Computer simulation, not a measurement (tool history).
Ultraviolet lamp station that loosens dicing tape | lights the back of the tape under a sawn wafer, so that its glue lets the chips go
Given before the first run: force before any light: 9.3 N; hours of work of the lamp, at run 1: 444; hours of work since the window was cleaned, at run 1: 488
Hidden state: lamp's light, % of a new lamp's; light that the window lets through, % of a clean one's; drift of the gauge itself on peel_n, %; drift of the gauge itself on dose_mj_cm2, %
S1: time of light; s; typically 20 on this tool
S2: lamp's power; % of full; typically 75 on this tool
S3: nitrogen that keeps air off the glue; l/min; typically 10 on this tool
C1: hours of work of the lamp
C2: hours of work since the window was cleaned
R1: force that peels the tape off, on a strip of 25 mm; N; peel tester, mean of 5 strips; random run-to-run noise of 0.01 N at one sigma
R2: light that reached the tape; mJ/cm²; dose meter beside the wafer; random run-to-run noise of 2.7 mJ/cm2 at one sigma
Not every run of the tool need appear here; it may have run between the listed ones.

run     day  S1  S2  S3   C1   C2     R1   R2
  1   0.000  20  75  10  444  488  0.754  285
  2   0.942  20  75  10  457  501  0.753  281
  3   2.321  20  75  10  475  520  0.781  282
  4   3.875  30  75  10  496  541  0.357  411
  5   4.862  30  75  10  510  554  0.343  411
  6   6.550  30  75  10  533  577  0.366  405
  7   7.562  20  75  10  546  591  0.872  263
      7.675  -- window cleaned of glue's vapour
  8   8.725  20  75  10  562   14  1.072  242
  9   9.917  20  75  10  578   30  1.097  240
 10  10.925  20  75  10  591   44  1.073  234
 11  11.892  20  75  10  605   57  1.143  232
 12  13.429  31  75   3  625   78  0.803  362
 13  15.154  20  75  10  649  101  1.160  233
     15.704  -- window cleaned of glue's vapour, once more
 14  16.283  13  99   8  664    8  1.043  252
 15  17.733  13  99   8  683   27  1.020  255
 16  19.479  13  99   8  707   51  1.058  248
 17  20.625  26  66   8  722   67  0.607  327
 18  22.538  26  66   8  748   92  0.627  317
 19  23.988  26  66   8  768  112  0.635  325
 20  25.071  36  91  18  783  127  0.214  608

5 ways to go on from here, each from the tool as it stands after run 20. What would each give?
  A  26.129  36  91   5  797  141   ?   ?
  B  26.129  25  91  18  797  141   ?   ?
  C  26.129  19  75  10  797  141   ?   ?
  D  26.129  20  75  13  797  141   ?   ?
  E  26.129  35  91  18  797  141   ?   ?

run     R1   R2
  A  0.249  598
  B  0.288  417
  C  0.866  260
  D  0.734  273
  E  0.214  581
Stripped of hidden state, with their random variation kept, the same runs would have yielded:
run     R1   R2
  A  0.205  811
  B  0.205  565
  C  0.458  352
  D  0.395  370
  E  0.198  787
